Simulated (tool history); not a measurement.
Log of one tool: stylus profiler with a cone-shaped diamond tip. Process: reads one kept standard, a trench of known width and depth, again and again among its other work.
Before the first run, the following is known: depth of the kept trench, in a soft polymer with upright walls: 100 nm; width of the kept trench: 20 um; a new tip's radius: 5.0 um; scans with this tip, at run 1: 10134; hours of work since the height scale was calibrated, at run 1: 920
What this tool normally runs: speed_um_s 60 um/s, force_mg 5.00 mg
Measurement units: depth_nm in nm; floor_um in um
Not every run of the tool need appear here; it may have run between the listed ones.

run	hour	speed_um_s	force_mg	scans with this tip	hours of work since the height scale was calibrated	depth_nm	floor_um
1	0.0	60	5.00	10134	920	101.93	17.91
2	38.4	60	5.00	10405	945	101.91	17.91
3	103.1	60	5.00	10859	986	101.94	17.95
4	138.2	60	2.41	11106	1008	101.31	17.88
5	198.4	23	5.00	11530	1047	102.12	17.96
6	238.7	23	5.00	11812	1073	102.03	17.98
7	306.9	22	5.00	12292	1116	102.13	17.97
8	356.6	22	5.00	12642	1148	101.81	18.00
9	397.3	36	2.24	12928	1174	101.17	17.98
10	426.6	36	2.24	13134	1192	101.17	17.93
11	498.5	29	6.44	13639	1238	102.35	17.97
12	548.1	23	3.39	13988	1270	101.45	17.96

Run 13 has not been measured yet. What should we expect?
13	613.6	134	7.53	14449	1312	?	?

depth_nm: 102.59 nm
floor_um: 17.86 um
Had the tool carried no hidden state, the very same run would have given depth_nm 102.58 nm, floor_um 17.86 um.
